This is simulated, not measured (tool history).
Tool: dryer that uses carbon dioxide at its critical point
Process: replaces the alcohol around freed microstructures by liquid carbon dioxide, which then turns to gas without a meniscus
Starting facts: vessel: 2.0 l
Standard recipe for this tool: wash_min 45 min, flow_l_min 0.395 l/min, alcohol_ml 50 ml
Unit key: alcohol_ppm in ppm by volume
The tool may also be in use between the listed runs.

run 1 hour=0 | wash_min=45 flow_l_min=0.395 alcohol_ml=50 | alcohol_ppm=127
run 2 hour=17.3 | wash_min=45 flow_l_min=0.395 alcohol_ml=50 | alcohol_ppm=134
run 3 hour=28.5 | wash_min=45 flow_l_min=0.395 alcohol_ml=50 | alcohol_ppm=138
run 4 hour=38.6 | wash_min=45 flow_l_min=0.395 alcohol_ml=119 | alcohol_ppm=187
run 5 hour=52.4 | wash_min=45 flow_l_min=0.395 alcohol_ml=50 | alcohol_ppm=151
run 6 hour=62.9 | wash_min=45 flow_l_min=0.395 alcohol_ml=50 | alcohol_ppm=146
run 7 hour=73.9 | wash_min=45 flow_l_min=0.395 alcohol_ml=50 | alcohol_ppm=142
run 8 hour=93.9 | wash_min=48 flow_l_min=0.503 alcohol_ml=57 | alcohol_ppm=124
run 9 hour=112.7 | wash_min=48 flow_l_min=0.503 alcohol_ml=57 | alcohol_ppm=125
run 10 hour=127.4 | wash_min=31 flow_l_min=0.332 alcohol_ml=36 | alcohol_ppm=476
-- hour=139.8 purifier's bed changed
run 11 hour=152.8 | wash_min=31 flow_l_min=0.332 alcohol_ml=36 | alcohol_ppm=381
run 12 hour=166.4 | wash_min=67 flow_l_min=0.252 alcohol_ml=86 | alcohol_ppm=89
run 13 hour=183.8 | wash_min=67 flow_l_min=0.252 alcohol_ml=86 | alcohol_ppm=79

Each row is a separate what-if for the run after 13, all from the same tool condition, not one after another. Results?
run A hour=195.9 | wash_min=69 flow_l_min=0.395 alcohol_ml=25 | alcohol_ppm=?
run B hour=195.9 | wash_min=59 flow_l_min=0.292 alcohol_ml=50 | alcohol_ppm=?
run C hour=195.9 | wash_min=64 flow_l_min=0.573 alcohol_ml=64 | alcohol_ppm=?
run D hour=195.9 | wash_min=58 flow_l_min=0.277 alcohol_ml=86 | alcohol_ppm=?

run=A alcohol_ppm=14
run=B alcohol_ppm=44
run=C alcohol_ppm=8
run=D alcohol_ppm=115
Take away the tool's hidden state, keep each run's random variation, and the runs would have read:
run=A alcohol_ppm=7
run=B alcohol_ppm=18
run=C alcohol_ppm=2
run=D alcohol_ppm=54
